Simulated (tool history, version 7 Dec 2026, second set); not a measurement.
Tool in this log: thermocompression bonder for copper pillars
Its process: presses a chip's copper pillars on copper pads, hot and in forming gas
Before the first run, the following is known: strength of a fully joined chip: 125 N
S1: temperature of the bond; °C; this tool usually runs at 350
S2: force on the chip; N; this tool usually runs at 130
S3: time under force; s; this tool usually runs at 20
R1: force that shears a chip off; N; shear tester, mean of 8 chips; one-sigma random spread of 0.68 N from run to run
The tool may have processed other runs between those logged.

Run 1, day 0: usual settings. Result: R1 42.5 N.
Run 2, day 2.108: usual settings. Result: R1 43.6 N.
Run 3, day 4.917: usual settings. Result: R1 43.5 N.
Run 4, day 7.262: usual settings. Result: R1 42.6 N.
Run 5, day 10.079: usual settings but S2 94 N. Result: R1 33 N.
At day 11.008: forming gas filter changed.
Run 6, day 12.925: usual settings but S2 94 N. Result: R1 34.4 N.
Run 7, day 16.454: usual settings but S1 342 °C. Result: R1 41.4 N.
Run 8, day 18.288: usual settings but S1 342 °C. Result: R1 40.1 N.
Run 9, day 21.85: usual settings but S2 163 N. Result: R1 48.3 N.
Run 10, day 23.629: usual settings but S2 163 N. Result: R1 48 N.
At day 25.621: forming gas filter changed.
Run 11, day 26.662: usual settings but S3 22 s. Result: R1 45.4 N.
Run 12, day 29.471: usual settings but S3 19 s. Result: R1 43.5 N.
Run 13, day 31.125: usual settings but S3 19 s. Result: R1 41.7 N.
Run 14, day 33.892: usual settings but S3 19 s. Result: R1 40.6 N.
Run 15, day 37.05: usual settings but S1 365 °C. Result: R1 46.3 N.
Run 16, day 38.6: usual settings but S2 126 N, S3 56 s. Result: R1 59.4 N.
At day 40.338: forming gas filter changed.
Run 17, day 40.5: usual settings but S1 331 °C, S2 113 N, S3 44 s. Result: R1 45.1 N.
At day 40.783: heater calibrated with a thermocouple chip.
Run 18, day 43.412: usual settings but S1 365 °C, S2 161 N, S3 11 s. Result: R1 43.2 N.
Run 19, day 46.004: usual settings but S1 346 °C, S2 161 N, S3 11 s. Result: R1 36.1 N.
At day 46.612: heater calibrated with a thermocouple chip, once more.
Run 20, day 49.512: usual settings but S1 327 °C, S2 129 N, S3 24 s. Result: R1 36.7 N.
Run 21, day 51.217: usual settings but S1 376 °C, S2 104 N, S3 14 s. Result: R1 39.1 N.
Run 22, day 53.096: usual settings but S1 338 °C, S2 107 N, S3 59 s. Result: R1 50.9 N.
Run 23, day 54.846: usual settings but S1 338 °C, S2 107 N, S3 59 s. Result: R1 49.9 N.
At day 55.133: forming gas filter changed.
Run 24, day 57.021: usual settings but S1 338 °C, S2 107 N, S3 59 s. Result: R1 51.3 N.
Run 25, day 59.829: usual settings but S2 108 N, S3 45 s. Result: R1 52.1 N.
Run 26, day 61.7: usual settings but S1 326 °C. Result: R1 33.9 N.
Run 27, day 63.725: usual settings but S1 351 °C, S2 183 N, S3 11 s. Result: R1 40.9 N.
Run 28, day 66.054: usual settings but S1 325 °C, S2 177 N, S3 23 s. Result: R1 42.6 N.
Run 29, day 68.646: usual settings but S1 325 °C, S2 177 N, S3 13 s. Result: R1 34.8 N.

Branching from run 29: 4 alternative next runs. What would each branch give?
At day 69.788: forming gas filter changed.
Run A, day 70.892: usual settings but S1 356 °C, S3 59 s. Result: R1 ?.
At day 69.788: forming gas filter changed.
Run B, day 70.892: usual settings but S1 326 °C, S2 177 N, S3 19 s. Result: R1 ?.
At day 69.788: forming gas filter changed.
Run C, day 70.892: usual settings but S1 345 °C, S2 83 N, S3 12 s. Result: R1 ?.
At day 69.788: forming gas filter changed.
Run D, day 70.892: usual settings but S1 368 °C, S2 177 N, S3 13 s. Result: R1 ?.

run    R1
  A  67.1
  B    42
  C  23.3
  D  50.9
What these runs would have given with no unlogged condition in the tool:
run    R1
  A  70.9
  B    45
  C  25.1
  D  54.3
